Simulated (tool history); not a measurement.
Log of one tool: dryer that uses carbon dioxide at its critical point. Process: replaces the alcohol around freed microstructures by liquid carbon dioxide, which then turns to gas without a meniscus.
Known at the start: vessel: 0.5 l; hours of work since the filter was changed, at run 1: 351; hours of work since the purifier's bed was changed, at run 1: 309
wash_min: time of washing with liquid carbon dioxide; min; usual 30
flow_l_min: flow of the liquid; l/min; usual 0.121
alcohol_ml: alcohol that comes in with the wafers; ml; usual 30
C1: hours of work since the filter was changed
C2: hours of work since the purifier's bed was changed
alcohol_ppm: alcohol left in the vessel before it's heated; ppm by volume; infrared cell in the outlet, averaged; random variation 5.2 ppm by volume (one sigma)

Run 1, hour 0: usual settings; C1 351; C2 309. Result: alcohol_ppm 278 ppm by volume.
Run 2, hour 5.6: usual settings; C1 355; C2 313. Result: alcohol_ppm 283 ppm by volume.
Run 3, hour 11: usual settings; C1 359; C2 317. Result: alcohol_ppm 291 ppm by volume.
Run 4, hour 22.4: usual settings; C1 367; C2 325. Result: alcohol_ppm 290 ppm by volume.
Run 5, hour 27.7: usual settings; C1 370; C2 329. Result: alcohol_ppm 283 ppm by volume.
Run 6, hour 38.7: usual settings but alcohol_ml 40 ml; C1 378; C2 336. Result: alcohol_ppm 362 ppm by volume.
Run 7, hour 49.6: usual settings but alcohol_ml 40 ml; C1 386; C2 344. Result: alcohol_ppm 369 ppm by volume.
Run 8, hour 58.5: usual settings but alcohol_ml 35 ml; C1 392; C2 350. Result: alcohol_ppm 341 ppm by volume.
Run 9, hour 67.8: usual settings but alcohol_ml 35 ml; C1 398; C2 357. Result: alcohol_ppm 351 ppm by volume.
Run 10, hour 72.4: usual settings but alcohol_ml 35 ml; C1 402; C2 360. Result: alcohol_ppm 346 ppm by volume.
Run 11, hour 79: usual settings but alcohol_ml 89 ml; C1 406; C2 365. Result: alcohol_ppm 744 ppm by volume.
Run 12, hour 85.7: usual settings; C1 411; C2 369. Result: alcohol_ppm 311 ppm by volume.
Run 13, hour 97: usual settings but alcohol_ml 98 ml; C1 419; C2 377. Result: alcohol_ppm 826 ppm by volume.
Run 14, hour 105.2: usual settings but wash_min 34 min; C1 425; C2 383. Result: alcohol_ppm 207 ppm by volume.
Run 15, hour 114.9: usual settings but wash_min 34 min; C1 432; C2 390. Result: alcohol_ppm 207 ppm by volume.
Run 16, hour 125.1: usual settings; C1 439; C2 397. Result: alcohol_ppm 337 ppm by volume.
Run 17, hour 135.5: usual settings; C1 446; C2 404. Result: alcohol_ppm 326 ppm by volume.
Run 18, hour 142.7: usual settings but flow_l_min 0.098 l/min; C1 451; C2 409. Result: alcohol_ppm 753 ppm by volume.
Run 19, hour 151.9: usual settings but alcohol_ml 23 ml; C1 458; C2 416. Result: alcohol_ppm 285 ppm by volume.
Run 20, hour 162.2: usual settings but alcohol_ml 23 ml; C1 465; C2 423. Result: alcohol_ppm 298 ppm by volume.
Run 21, hour 167.1: usual settings but wash_min 41 min; C1 468; C2 427. Result: alcohol_ppm 147 ppm by volume.
Run 22, hour 173.5: usual settings but wash_min 41 min, flow_l_min 0.161 l/min; C1 473; C2 431. Result: alcohol_ppm 110 ppm by volume.
Run 23, hour 184.5: usual settings but flow_l_min 0.079 l/min; C1 480; C2 439. Result: alcohol_ppm 1698 ppm by volume.
Run 24, hour 189.6: usual settings but wash_min 22 min, flow_l_min 0.095 l/min; C1 484; C2 442. Result: alcohol_ppm 2580 ppm by volume.
Run 25, hour 200.7: usual settings but wash_min 22 min, flow_l_min 0.145 l/min; C1 492; C2 450. Result: alcohol_ppm 629 ppm by volume.
Run 26, hour 210.4: usual settings but wash_min 22 min, flow_l_min 0.145 l/min; C1 499; C2 457. Result: alcohol_ppm 653 ppm by volume.
At hour 217.6: inlet filter changed.
Run 27, hour 217.6: usual settings but wash_min 41 min, flow_l_min 0.154 l/min, alcohol_ml 26 ml; C1 0; C2 461. Result: alcohol_ppm 118 ppm by volume.
Run 28, hour 225.8: usual settings but wash_min 41 min, flow_l_min 0.154 l/min, alcohol_ml 26 ml; C1 6; C2 467. Result: alcohol_ppm 116 ppm by volume.
Run 29, hour 231.6: usual settings but flow_l_min 0.084 l/min; C1 10; C2 471. Result: alcohol_ppm 754 ppm by volume.
Run 30, hour 236.7: usual settings but wash_min 41 min, flow_l_min 0.147 l/min; C1 13; C2 475. Result: alcohol_ppm 118 ppm by volume.
Run 31, hour 245.1: usual settings but flow_l_min 0.083 l/min, alcohol_ml 99 ml; C1 19; C2 481. Result: alcohol_ppm 2391 ppm by volume.
Run 32, hour 254.6: usual settings but flow_l_min 0.083 l/min, alcohol_ml 99 ml; C1 26; C2 487. Result: alcohol_ppm 2359 ppm by volume.
Run 33, hour 263.3: usual settings but flow_l_min 0.083 l/min, alcohol_ml 99 ml; C1 32; C2 494. Result: alcohol_ppm 2358 ppm by volume.
Run 34, hour 274.7: usual settings but wash_min 34 min, flow_l_min 0.191 l/min; C1 40; C2 502. Result: alcohol_ppm 125 ppm by volume.
Run 35, hour 283.3: usual settings but wash_min 27 min, flow_l_min 0.206 l/min; C1 46; C2 508. Result: alcohol_ppm 136 ppm by volume.
Run 36, hour 291.4: usual settings but wash_min 27 min, flow_l_min 0.206 l/min, alcohol_ml 38 ml; C1 52; C2 513. Result: alcohol_ppm 137 ppm by volume.
Run 37, hour 301.3: usual settings but wash_min 20 min, flow_l_min 0.147 l/min, alcohol_ml 38 ml; C1 59; C2 520. Result: alcohol_ppm 608 ppm by volume.

Forecast each of these 3 alternatives for the next run:
Run A, hour 311.7: usual settings but wash_min 20 min, flow_l_min 0.147 l/min, alcohol_ml 26 ml; C1 66; C2 528. Result: alcohol_ppm ?.
Run B, hour 311.7: usual settings but wash_min 23 min, flow_l_min 0.096 l/min, alcohol_ml 41 ml; C1 66; C2 528. Result: alcohol_ppm ?.
Run C, hour 311.7: usual settings but wash_min 18 min, flow_l_min 0.15 l/min, alcohol_ml 49 ml; C1 66; C2 528. Result: alcohol_ppm ?.

run  alcohol_ppm
  A          458
  B         1764
  C         1073
Without the tool's hidden state the same runs would have given:
run  alcohol_ppm
  A          296
  B         1513
  C          858
